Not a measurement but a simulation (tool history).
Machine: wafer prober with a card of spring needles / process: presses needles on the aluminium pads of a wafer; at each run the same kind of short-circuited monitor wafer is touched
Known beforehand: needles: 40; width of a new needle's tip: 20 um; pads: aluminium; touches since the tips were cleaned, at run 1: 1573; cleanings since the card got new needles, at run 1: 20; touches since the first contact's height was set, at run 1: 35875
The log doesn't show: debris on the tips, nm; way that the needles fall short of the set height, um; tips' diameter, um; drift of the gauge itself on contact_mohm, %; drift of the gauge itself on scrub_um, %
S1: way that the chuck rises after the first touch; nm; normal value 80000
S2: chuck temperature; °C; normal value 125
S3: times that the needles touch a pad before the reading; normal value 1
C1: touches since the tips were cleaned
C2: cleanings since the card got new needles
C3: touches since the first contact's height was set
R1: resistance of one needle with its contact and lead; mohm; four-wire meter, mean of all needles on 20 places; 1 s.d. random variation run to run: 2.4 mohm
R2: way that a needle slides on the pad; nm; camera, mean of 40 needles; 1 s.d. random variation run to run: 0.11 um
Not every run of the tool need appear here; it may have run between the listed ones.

run 1 hour=0.0 | S1=80000 S2=125 S3=1 | C1=1573 C2=20 C3=35875 | R1=312 R2=10900
-- hour=0.9 tips cleaned on abrasive film
run 2 hour=5.5 | S1=80000 S2=38 S3=1 | C1=714 C2=21 C3=36721 | R1=273 R2=10740
-- hour=11.5 tips cleaned on abrasive film
run 3 hour=14.8 | S1=80000 S2=125 S3=1 | C1=522 C2=22 C3=38183 | R1=285 R2=10890
run 4 hour=19.2 | S1=80000 S2=125 S3=1 | C1=1207 C2=22 C3=38868 | R1=297 R2=10680
-- hour=22.0 tips cleaned on abrasive film
run 5 hour=24.8 | S1=80000 S2=125 S3=1 | C1=435 C2=23 C3=39738 | R1=284 R2=10870
run 6 hour=30.7 | S1=80000 S2=125 S3=1 | C1=1361 C2=23 C3=40664 | R1=305 R2=10790
-- hour=32.2 tips cleaned on abrasive film
run 7 hour=37.3 | S1=80000 S2=125 S3=1 | C1=805 C2=24 C3=41692 | R1=290 R2=10880
-- hour=42.5 tips cleaned on abrasive film
run 8 hour=46.6 | S1=70000 S2=104 S3=1 | C1=646 C2=25 C3=43151 | R1=296 R2=9340
-- hour=52.8 tips cleaned on abrasive film
run 9 hour=53.5 | S1=73000 S2=51 S3=2 | C1=119 C2=26 C3=44218 | R1=254 R2=9650
run 10 hour=61.7 | S1=84000 S2=125 S3=1 | C1=1415 C2=26 C3=45514 | R1=299 R2=11350
-- hour=62.9 tips cleaned on abrasive film
run 11 hour=70.2 | S1=69000 S2=83 S3=1 | C1=1157 C2=27 C3=46841 | R1=298 R2=9250
-- hour=73.5 tips cleaned on abrasive film
run 12 hour=74.3 | S1=78000 S2=125 S3=3 | C1=123 C2=28 C3=47470 | R1=276 R2=10600

Each row is a separate what-if for the run after 12, all from the same tool condition, not one after another. Results?
run A hour=81.3 | S1=80000 S2=125 S3=1 | C1=1224 C2=28 C3=48571 | R1=? R2=?
run B hour=81.3 | S1=92000 S2=53 S3=2 | C1=1224 C2=28 C3=48571 | R1=? R2=?
run C hour=81.3 | S1=99000 S2=125 S3=3 | C1=1224 C2=28 C3=48571 | R1=? R2=?
run D hour=81.3 | S1=68000 S2=125 S3=3 | C1=1224 C2=28 C3=48571 | R1=? R2=?

run=A R1=299 R2=10690
run=B R1=267 R2=12420
run=C R1=278 R2=13360
run=D R1=290 R2=9090
With no hidden state in the tool, these same runs would have given:
run=A R1=272 R2=10950
run=B R1=252 R2=12690
run=C R1=271 R2=13630
run=D R1=276 R2=9360

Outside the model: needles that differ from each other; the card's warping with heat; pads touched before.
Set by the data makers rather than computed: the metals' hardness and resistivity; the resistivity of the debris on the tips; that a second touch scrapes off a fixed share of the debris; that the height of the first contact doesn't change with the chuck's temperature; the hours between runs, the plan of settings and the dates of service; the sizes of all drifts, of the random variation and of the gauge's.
